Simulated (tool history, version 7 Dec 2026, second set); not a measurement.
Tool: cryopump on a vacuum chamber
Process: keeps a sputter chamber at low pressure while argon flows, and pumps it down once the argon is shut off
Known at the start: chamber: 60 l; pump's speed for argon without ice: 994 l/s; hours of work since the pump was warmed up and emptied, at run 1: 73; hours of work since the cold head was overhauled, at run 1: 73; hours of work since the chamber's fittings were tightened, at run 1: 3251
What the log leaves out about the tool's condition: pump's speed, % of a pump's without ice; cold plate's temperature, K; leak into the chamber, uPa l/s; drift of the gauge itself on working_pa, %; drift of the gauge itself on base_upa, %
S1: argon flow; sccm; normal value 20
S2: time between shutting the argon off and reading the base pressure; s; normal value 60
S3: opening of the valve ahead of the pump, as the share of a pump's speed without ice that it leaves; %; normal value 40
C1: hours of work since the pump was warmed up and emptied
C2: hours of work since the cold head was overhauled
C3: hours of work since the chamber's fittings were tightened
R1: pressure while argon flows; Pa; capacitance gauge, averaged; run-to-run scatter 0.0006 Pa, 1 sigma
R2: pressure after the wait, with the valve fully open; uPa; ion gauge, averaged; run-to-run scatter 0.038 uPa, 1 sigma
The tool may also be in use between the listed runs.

run,hour,S1,S2,S3,C1,C2,C3,R1,R2
1,0.0,20,60,40,73,73,3251,0.0871,4.53
2,33.5,20,60,40,87,87,3265,0.0872,4.48
3,72.2,10,60,40,103,103,3280,0.0421,4.49
4,106.0,20,60,40,116,116,3294,0.0865,4.57
5,129.4,20,60,40,126,126,3304,0.0858,4.67
6,150.8,20,60,40,135,135,3313,0.0871,4.51
7,178.6,20,60,40,146,146,3324,0.0872,4.60
8,214.2,20,60,40,160,160,3338,0.0866,4.54
9,238.2,20,60,40,170,170,3348,0.0865,4.55
10,254.6,20,60,40,177,177,3355,0.0865,4.68
11,281.1,29,60,40,188,188,3366,0.1256,4.74
12,304.7,29,60,40,197,197,3375,0.1256,4.66
13,343.1,29,60,40,213,213,3391,0.1267,4.74
14,372.8,29,60,40,225,225,3403,0.1253,4.82
15,409.8,20,60,40,240,240,3418,0.0870,4.80
16,429.9,20,60,40,248,248,3426,0.0871,4.81
17,460.5,20,60,40,261,261,3439,0.0871,4.79
18,476.4,20,60,26,267,267,3445,0.1343,4.90
# hour 499.0: leaking fittings of the chamber tightened, without venting
19,507.9,20,60,26,280,280,4,0.1351,2.28
20,541.0,20,60,26,293,293,17,0.1333,2.24
21,576.7,20,60,26,308,308,32,0.1349,2.24
22,601.5,19,79,47,318,318,42,0.0719,1.93
23,624.6,20,160,55,327,327,51,0.0642,1.18
24,657.7,13,253,40,341,341,65,0.0578,0.85
25,683.5,13,253,40,351,351,75,0.0573,0.86
26,719.0,16,134,40,366,366,90,0.0718,1.30
27,741.0,16,134,40,375,375,99,0.0723,1.25
28,763.2,13,123,50,384,384,108,0.0460,1.38
29,785.3,20,60,16,393,393,117,0.2173,2.31
30,812.7,23,85,31,404,404,128,0.1300,1.79
31,848.0,29,25,18,418,418,142,0.2801,4.90
32,880.9,29,25,18,432,432,156,0.2805,5.08
33,898.6,29,25,18,439,439,163,0.2823,4.84
34,935.9,14,61,25,454,454,178,0.0992,2.37
35,969.6,10,258,17,468,468,192,0.1029,0.95

Branching from run 35: 3 alternative next runs. What would each branch give?
A,1000.9,20,60,38,481,481,205,?,?
B,1000.9,18,298,23,481,481,205,?,?
C,1000.9,20,276,35,481,481,205,?,?

run,R1,R2
A,0.0947,2.50
B,0.1379,0.90
C,0.1026,0.97
With the hidden condition removed and each run's random variation left untouched, the same runs would have given:
run,R1,R2
A,0.0892,2.22
B,0.1330,0.63
C,0.0971,0.70
